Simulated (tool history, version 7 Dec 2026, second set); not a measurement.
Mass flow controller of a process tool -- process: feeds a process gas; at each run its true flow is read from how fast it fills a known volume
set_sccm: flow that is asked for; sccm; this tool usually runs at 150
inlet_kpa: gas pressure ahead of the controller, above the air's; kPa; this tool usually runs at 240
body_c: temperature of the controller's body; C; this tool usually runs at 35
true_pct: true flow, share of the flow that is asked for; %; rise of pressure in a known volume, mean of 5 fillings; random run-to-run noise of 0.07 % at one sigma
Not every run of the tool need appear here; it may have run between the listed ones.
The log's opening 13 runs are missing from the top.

run    hour  set_sccm  inlet_kpa  body_c  true_pct
 14  1073.8       150        240      35     97.45
 15  1164.8       150        240      24     98.56
 16  1229.3       150        240      35      97.4
 17  1280.9       150        240      35     97.55
 18  1332.9       140        240      35     97.46
 19  1406.9       140        240      35     97.21
 20  1483.9        55        150      26     95.67
     1493.2  -- controller's zero set anew
 21  1572.6        51        240      35     92.68
 22    1647       369        201      32     99.05
 23    1729       145        263      36      96.6
 24  1833.1       145        263      36     96.59
 25  1918.4       423        240      35     99.02
     1952.6  -- controller's zero set anew, once more
 26  1971.4       119        240      35     98.24
 27  2085.8       150        246      28     99.17
 28  2193.3        52        240      37     97.45
 29  2280.3       150        264      37     98.42
 30  2339.9       150        264      37     98.43
 31  2407.4       150        264      37     98.34
 32  2506.3       147        245      30     99.01
 33  2576.5       150        261      39     98.15
 34    2627       227        240      35     98.95
 35  2742.7        75        214      21      99.1
 36    2842        75        162      36     97.37
 37  2922.8        75        162      36     97.36

What if the next run were any one of these 4? Each begins from the tool's condition after run 37:
  A  3001.2        75        162      29         ?
  B  3001.2       318        240      35         ?
  C  3001.2       150        210      27         ?
  D  3001.2       118        162      33         ?

run  true_pct
  A     98.04
  B     99.38
  C     99.03
  D     98.11
With the hidden condition removed and each run's random variation left untouched, the same runs would have given:
run  true_pct
  A     97.44
  B     98.27
  C      98.1
  D     97.27
